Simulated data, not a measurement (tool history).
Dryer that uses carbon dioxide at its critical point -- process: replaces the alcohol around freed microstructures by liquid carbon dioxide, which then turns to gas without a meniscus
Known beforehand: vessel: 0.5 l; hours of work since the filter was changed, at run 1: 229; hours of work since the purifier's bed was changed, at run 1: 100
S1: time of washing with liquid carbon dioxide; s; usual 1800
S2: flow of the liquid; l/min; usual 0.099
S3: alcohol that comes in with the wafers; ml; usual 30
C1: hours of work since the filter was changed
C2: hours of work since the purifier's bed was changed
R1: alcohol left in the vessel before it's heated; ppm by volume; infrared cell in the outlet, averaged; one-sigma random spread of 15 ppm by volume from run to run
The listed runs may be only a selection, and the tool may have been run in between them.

run 1 hour=0 | S1=1800 S2=0.099 S3=30 | C1=229 C2=100 | R1=1663
run 2 hour=10.7 | S1=1800 S2=0.099 S3=58 | C1=233 C2=104 | R1=3170
run 3 hour=24 | S1=1800 S2=0.099 S3=58 | C1=238 C2=109 | R1=3175
run 4 hour=32.9 | S1=1800 S2=0.099 S3=58 | C1=241 C2=112 | R1=3280
run 5 hour=46.9 | S1=1800 S2=0.0691 S3=30 | C1=246 C2=117 | R1=4755
run 6 hour=64.1 | S1=1800 S2=0.0691 S3=30 | C1=252 C2=123 | R1=4898
run 7 hour=78.8 | S1=1800 S2=0.1519 S3=30 | C1=258 C2=128 | R1=319
-- hour=91.2 inlet filter changed
run 8 hour=95.1 | S1=1800 S2=0.1042 S3=30 | C1=1 C2=134 | R1=804
run 9 hour=105.7 | S1=1800 S2=0.1042 S3=21 | C1=5 C2=138 | R1=577
run 10 hour=116.6 | S1=1800 S2=0.1042 S3=21 | C1=9 C2=142 | R1=599
run 11 hour=126.8 | S1=1800 S2=0.1042 S3=21 | C1=13 C2=145 | R1=602
run 12 hour=143.4 | S1=1800 S2=0.099 S3=30 | C1=19 C2=151 | R1=1028
run 13 hour=156.7 | S1=2280 S2=0.099 S3=30 | C1=24 C2=156 | R1=364
run 14 hour=168.3 | S1=2280 S2=0.099 S3=30 | C1=28 C2=160 | R1=377
run 15 hour=180.8 | S1=1380 S2=0.0842 S3=42 | C1=32 C2=165 | R1=5748
run 16 hour=189.7 | S1=1320 S2=0.0603 S3=94 | C1=36 C2=168 | R1=30345
run 17 hour=204.8 | S1=1500 S2=0.1019 S3=30 | C1=41 C2=174 | R1=1947
run 18 hour=215.6 | S1=2100 S2=0.0654 S3=80 | C1=45 C2=177 | R1=6735
run 19 hour=223 | S1=2100 S2=0.0654 S3=80 | C1=48 C2=180 | R1=6635
run 20 hour=233 | S1=1740 S2=0.0656 S3=40 | C1=51 C2=184 | R1=5791
run 21 hour=247.2 | S1=1740 S2=0.0656 S3=40 | C1=56 C2=189 | R1=5860
run 22 hour=263.4 | S1=1500 S2=0.1112 S3=54 | C1=62 C2=195 | R1=2693
run 23 hour=274.4 | S1=1860 S2=0.1559 S3=54 | C1=66 C2=199 | R1=234
run 24 hour=284.2 | S1=1140 S2=0.0782 S3=30 | C1=70 C2=202 | R1=8021
run 25 hour=298.7 | S1=1860 S2=0.0803 S3=21 | C1=75 C2=207 | R1=1516
run 26 hour=313.1 | S1=1860 S2=0.0803 S3=21 | C1=80 C2=213 | R1=1541

Consider 5 possible next runs. They are alternatives, not a sequence: every one starts from the tool as it was left by run 26. What does each give?
run A hour=321.4 | S1=1800 S2=0.0948 S3=30 | C1=83 C2=216 | R1=?
run B hour=321.4 | S1=1260 S2=0.0637 S3=30 | C1=83 C2=216 | R1=?
run C hour=321.4 | S1=1800 S2=0.099 S3=26 | C1=83 C2=216 | R1=?
run D hour=321.4 | S1=1620 S2=0.1187 S3=51 | C1=83 C2=216 | R1=?
run E hour=321.4 | S1=1620 S2=0.0936 S3=94 | C1=83 C2=216 | R1=?

run=A R1=1435
run=B R1=9919
run=C R1=1059
run=D R1=1494
run=E R1=6566
Had the tool no hidden state, the same runs would have come out as:
run=A R1=1132
run=B R1=8980
run=C R1=816
run=D R1=1154
run=E R1=5469
